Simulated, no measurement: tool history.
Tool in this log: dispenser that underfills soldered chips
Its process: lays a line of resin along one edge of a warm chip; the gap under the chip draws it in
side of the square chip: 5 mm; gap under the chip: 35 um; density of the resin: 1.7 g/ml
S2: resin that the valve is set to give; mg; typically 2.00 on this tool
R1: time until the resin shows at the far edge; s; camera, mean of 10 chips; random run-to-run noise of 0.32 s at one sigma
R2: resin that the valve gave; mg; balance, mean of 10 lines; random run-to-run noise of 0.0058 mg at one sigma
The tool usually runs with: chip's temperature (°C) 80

run 1 hour=0.0 | chip's_temperature_(°C)=80 S2=2.00 | R1=10.9 R2=1.911
run 2 hour=5.8 | chip's_temperature_(°C)=85 S2=2.00 | R1=15.1 R2=1.906
-- hour=11.9 new syringe of resin
run 3 hour=13.5 | chip's_temperature_(°C)=85 S2=2.00 | R1=9.8 R2=1.893
run 4 hour=22.5 | chip's_temperature_(°C)=84 S2=2.00 | R1=18.9 R2=1.889
-- hour=24.1 new syringe of resin
run 5 hour=27.2 | chip's_temperature_(°C)=84 S2=2.38 | R1=10.5 R2=2.239
-- hour=28.6 dispensing valve cleaned and set on the balance
run 6 hour=32.4 | chip's_temperature_(°C)=84 S2=2.38 | R1=15.7 R2=2.363
-- hour=37.0 new syringe of resin
run 7 hour=37.0 | chip's_temperature_(°C)=84 S2=2.38 | R1=8.5 R2=2.357
run 8 hour=44.1 | chip's_temperature_(°C)=84 S2=2.38 | R1=14.1 R2=2.360
-- hour=49.1 new syringe of resin
run 9 hour=53.7 | chip's_temperature_(°C)=84 S2=2.38 | R1=11.7 R2=2.342
-- hour=61.0 new syringe of resin
run 10 hour=62.4 | chip's_temperature_(°C)=80 S2=2.00 | R1=12.7 R2=1.956
run 11 hour=68.4 | chip's_temperature_(°C)=80 S2=2.16 | R1=17.5 R2=2.097
-- hour=73.2 new syringe of resin
run 12 hour=75.3 | chip's_temperature_(°C)=80 S2=2.16 | R1=12.1 R2=2.091
run 13 hour=79.9 | chip's_temperature_(°C)=80 S2=2.16 | R1=16.1 R2=2.074
run 14 hour=84.6 | chip's_temperature_(°C)=80 S2=2.16 | R1=23.1 R2=2.067
-- hour=85.5 new syringe of resin
run 15 hour=90.2 | chip's_temperature_(°C)=80 S2=2.16 | R1=14.0 R2=2.068
-- hour=97.4 new syringe of resin
run 16 hour=97.9 | chip's_temperature_(°C)=80 S2=2.34 | R1=10.5 R2=2.224
run 17 hour=104.1 | chip's_temperature_(°C)=80 S2=2.00 | R1=16.4 R2=1.895
-- hour=109.6 new syringe of resin
run 18 hour=113.6 | chip's_temperature_(°C)=91 S2=2.00 | R1=8.6 R2=1.878
run 19 hour=119.2 | chip's_temperature_(°C)=89 S2=1.98 | R1=14.8 R2=1.849
-- hour=121.7 new syringe of resin
-- hour=123.5 dispensing valve cleaned and set on the balance
run 20 hour=124.9 | chip's_temperature_(°C)=80 S2=2.03 | R1=12.2 R2=2.024
-- hour=134.5 new syringe of resin
run 21 hour=134.7 | chip's_temperature_(°C)=80 S2=2.03 | R1=10.9 R2=2.015
run 22 hour=141.1 | chip's_temperature_(°C)=80 S2=2.03 | R1=17.2 R2=2.017
-- hour=147.2 new syringe of resin
run 23 hour=148.8 | chip's_temperature_(°C)=80 S2=2.03 | R1=11.6 R2=2.000
run 24 hour=156.0 | chip's_temperature_(°C)=80 S2=2.03 | R1=18.4 R2=1.989
-- hour=159.3 new syringe of resin
run 25 hour=161.7 | chip's_temperature_(°C)=69 S2=1.96 | R1=19.3 R2=1.909
run 26 hour=166.5 | chip's_temperature_(°C)=69 S2=1.96 | R1=26.6 R2=1.907
-- hour=171.5 new syringe of resin
run 27 hour=172.8 | chip's_temperature_(°C)=69 S2=1.96 | R1=17.5 R2=1.902
run 28 hour=178.5 | chip's_temperature_(°C)=74 S2=2.09 | R1=20.7 R2=2.013
-- hour=183.6 new syringe of resin
run 29 hour=187.6 | chip's_temperature_(°C)=69 S2=1.76 | R1=22.3 R2=1.677
run 30 hour=193.6 | chip's_temperature_(°C)=69 S2=2.34 | R1=29.9 R2=2.230
-- hour=196.1 new syringe of resin
run 31 hour=200.6 | chip's_temperature_(°C)=76 S2=2.00 | R1=16.7 R2=1.902
run 32 hour=205.2 | chip's_temperature_(°C)=76 S2=2.00 | R1=22.1 R2=1.886
-- hour=207.9 new syringe of resin
run 33 hour=210.6 | chip's_temperature_(°C)=91 S2=1.91 | R1=8.2 R2=1.799
-- hour=218.5 dispensing valve cleaned and set on the balance
run 34 hour=219.4 | chip's_temperature_(°C)=68 S2=1.78 | R1=34.0 R2=1.794
-- hour=220.9 new syringe of resin
run 35 hour=223.8 | chip's_temperature_(°C)=67 S2=2.20 | R1=20.1 R2=2.208

What if the next run were any one of these 4? Each begins from the tool's condition after run 35:
run A hour=231.4 | chip's_temperature_(°C)=67 S2=2.21 | R1=? R2=?
run B hour=231.4 | chip's_temperature_(°C)=78 S2=2.36 | R1=? R2=?
run C hour=231.4 | chip's_temperature_(°C)=95 S2=1.93 | R1=? R2=?
run D hour=231.4 | chip's_temperature_(°C)=90 S2=2.14 | R1=? R2=?

run=A R1=34.1 R2=2.205
run=B R1=21.7 R2=2.357
run=C R1=12.3 R2=1.917
run=D R1=14.7 R2=2.137
The same runs, with their run-to-run variation unchanged, on a tool lacking any hidden condition would have given:
run=A R1=17.6 R2=2.211
run=B R1=10.9 R2=2.363
run=C R1=6.1 R2=1.923
run=D R1=7.5 R2=2.143
